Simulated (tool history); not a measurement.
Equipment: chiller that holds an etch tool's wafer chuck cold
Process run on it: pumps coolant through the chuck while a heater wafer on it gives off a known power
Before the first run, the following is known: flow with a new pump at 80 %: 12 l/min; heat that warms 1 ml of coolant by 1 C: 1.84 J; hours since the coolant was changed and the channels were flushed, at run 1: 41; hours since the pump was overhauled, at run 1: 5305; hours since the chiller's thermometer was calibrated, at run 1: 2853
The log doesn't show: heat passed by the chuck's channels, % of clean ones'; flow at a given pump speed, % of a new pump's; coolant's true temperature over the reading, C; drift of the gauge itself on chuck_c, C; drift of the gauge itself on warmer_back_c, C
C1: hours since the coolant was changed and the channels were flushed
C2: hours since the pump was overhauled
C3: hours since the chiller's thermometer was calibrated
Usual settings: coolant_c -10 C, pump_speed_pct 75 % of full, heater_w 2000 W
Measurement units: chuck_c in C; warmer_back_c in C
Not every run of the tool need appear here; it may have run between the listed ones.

Run 1, hour 0: usual settings; C1 41; C2 5305; C3 2853. Result: chuck_c 4.8 C, warmer_back_c 6.26 C.
Run 2, hour 120.6: usual settings; C1 162; C2 5426; C3 2974. Result: chuck_c 4.7 C, warmer_back_c 6.36 C.
Run 3, hour 249.7: usual settings; C1 291; C2 5555; C3 3103. Result: chuck_c 4.8 C, warmer_back_c 6.31 C.
Run 4, hour 355.5: usual settings; C1 397; C2 5661; C3 3209. Result: chuck_c 5.1 C, warmer_back_c 6.35 C.
Run 5, hour 414.3: usual settings; C1 456; C2 5720; C3 3267. Result: chuck_c 5.1 C, warmer_back_c 6.37 C.
Run 6, hour 499.7: usual settings; C1 541; C2 5805; C3 3353. Result: chuck_c 4.8 C, warmer_back_c 6.3 C.
Run 7, hour 562.1: usual settings; C1 603; C2 5867; C3 3415. Result: chuck_c 5.1 C, warmer_back_c 6.39 C.
Run 8, hour 655.8: usual settings; C1 697; C2 5961; C3 3509. Result: chuck_c 5.1 C, warmer_back_c 6.38 C.
Run 9, hour 773.5: usual settings; C1 815; C2 6079; C3 3627. Result: chuck_c 5.2 C, warmer_back_c 6.37 C.
Run 10, hour 871.8: usual settings; C1 913; C2 6177; C3 3725. Result: chuck_c 5.2 C, warmer_back_c 6.37 C.
Run 11, hour 963.3: usual settings but heater_w 1459 W; C1 1005; C2 6269; C3 3816. Result: chuck_c 1.3 C, warmer_back_c 4.68 C.
Run 12, hour 1043: usual settings but heater_w 1459 W; C1 1084; C2 6348; C3 3896. Result: chuck_c 1.5 C, warmer_back_c 4.71 C.
Run 13, hour 1136.3: usual settings; C1 1178; C2 6442; C3 3989. Result: chuck_c 5.5 C, warmer_back_c 6.39 C.
Run 14, hour 1236.8: usual settings; C1 1278; C2 6542; C3 4090. Result: chuck_c 5.3 C, warmer_back_c 6.47 C.
At hour 1247.3: coolant pump overhauled.
Run 15, hour 1321.1: usual settings but coolant_c -12 C, pump_speed_pct 70 % of full; C1 1358; C2 74; C3 4169. Result: chuck_c 5.2 C, warmer_back_c 7.14 C.
At hour 1373.6: chiller's thermometer calibrated.
Run 16, hour 1443.3: usual settings but coolant_c -14 C, pump_speed_pct 89 % of full, heater_w 2612 W; C1 1479; C2 195; C3 70. Result: chuck_c 3.6 C, warmer_back_c 7.26 C.
Run 17, hour 1502.5: usual settings but coolant_c -8 C, pump_speed_pct 72 % of full, heater_w 1148 W; C1 1538; C2 254; C3 129. Result: chuck_c 1.6 C, warmer_back_c 4 C.
Run 18, hour 1584: usual settings but coolant_c -8 C, pump_speed_pct 72 % of full, heater_w 1148 W; C1 1619; C2 336; C3 210. Result: chuck_c 1.4 C, warmer_back_c 3.99 C.
Run 19, hour 1677.6: usual settings but coolant_c -15 C, pump_speed_pct 86 % of full, heater_w 1148 W; C1 1713; C2 429; C3 304. Result: chuck_c -7.1 C, warmer_back_c 3.33 C.
At hour 1690.8: coolant pump overhauled, once more.
Run 20, hour 1764.3: usual settings but coolant_c -17 C, pump_speed_pct 80 % of full, heater_w 1920 W; C1 1795; C2 74; C3 386. Result: chuck_c -4.4 C, warmer_back_c 5.16 C.
Run 21, hour 1891.7: usual settings but coolant_c -13 C, heater_w 1597 W; C1 1922; C2 201; C3 513. Result: chuck_c -1.8 C, warmer_back_c 4.65 C.
Run 22, hour 2025.4: usual settings but coolant_c -13 C, heater_w 1597 W; C1 2056; C2 335; C3 647. Result: chuck_c -1.5 C, warmer_back_c 4.63 C.
Run 23, hour 2149.6: usual settings but coolant_c -13 C, heater_w 1597 W; C1 2180; C2 459; C3 771. Result: chuck_c -1.7 C, warmer_back_c 4.68 C.
Run 24, hour 2222.7: usual settings but coolant_c -11 C, heater_w 1222 W; C1 2253; C2 532; C3 844. Result: chuck_c -2.2 C, warmer_back_c 3.56 C.
Run 25, hour 2315: usual settings but coolant_c -11 C, heater_w 1222 W; C1 2345; C2 624; C3 936. Result: chuck_c -1.9 C, warmer_back_c 3.59 C.
Run 26, hour 2431.4: usual settings but coolant_c -8 C, pump_speed_pct 76 % of full, heater_w 2718 W; C1 2462; C2 741; C3 1053. Result: chuck_c 11.3 C, warmer_back_c 7.85 C.
Run 27, hour 2554.2: usual settings but coolant_c -6 C, pump_speed_pct 86 % of full, heater_w 1217 W; C1 2585; C2 863; C3 1176. Result: chuck_c 2.1 C, warmer_back_c 3.06 C.
Run 28, hour 2687.7: usual settings but coolant_c -6 C, pump_speed_pct 86 % of full, heater_w 1393 W; C1 2718; C2 997; C3 1309. Result: chuck_c 3 C, warmer_back_c 3.57 C.

Table of differences, measured result less the result of that run with no hidden state. Run-to-run variation is the same in both. Gauge scatter possibly is not:
run  chuck_c  warmer_back_c
  1     +1.4          +0.48
  2     +1.4           +0.5
  3     +1.5          +0.51
  4     +1.5          +0.53
  5     +1.6          +0.54
  6     +1.6          +0.54
  7     +1.7          +0.55
  8     +1.8          +0.56
  9     +1.8          +0.57
 10     +1.9          +0.59
 11     +1.5          +0.43
 12     +1.6          +0.44
 13     +2.1          +0.62
 14     +2.2          +0.63
 15     +2.8          +0.92
 16     +2.5          +0.96
 17     +1.4          +0.53
 18     +1.4          +0.53
 19     +1.2          +0.46
 20     +0.5             +0
 21     +0.6          +0.01
 22     +0.7          +0.02
 23     +0.7          +0.03
 24     +0.6          +0.03
 25     +0.7          +0.03
 26     +1.4          +0.08
 27     +0.7          +0.04
 28     +0.8          +0.05
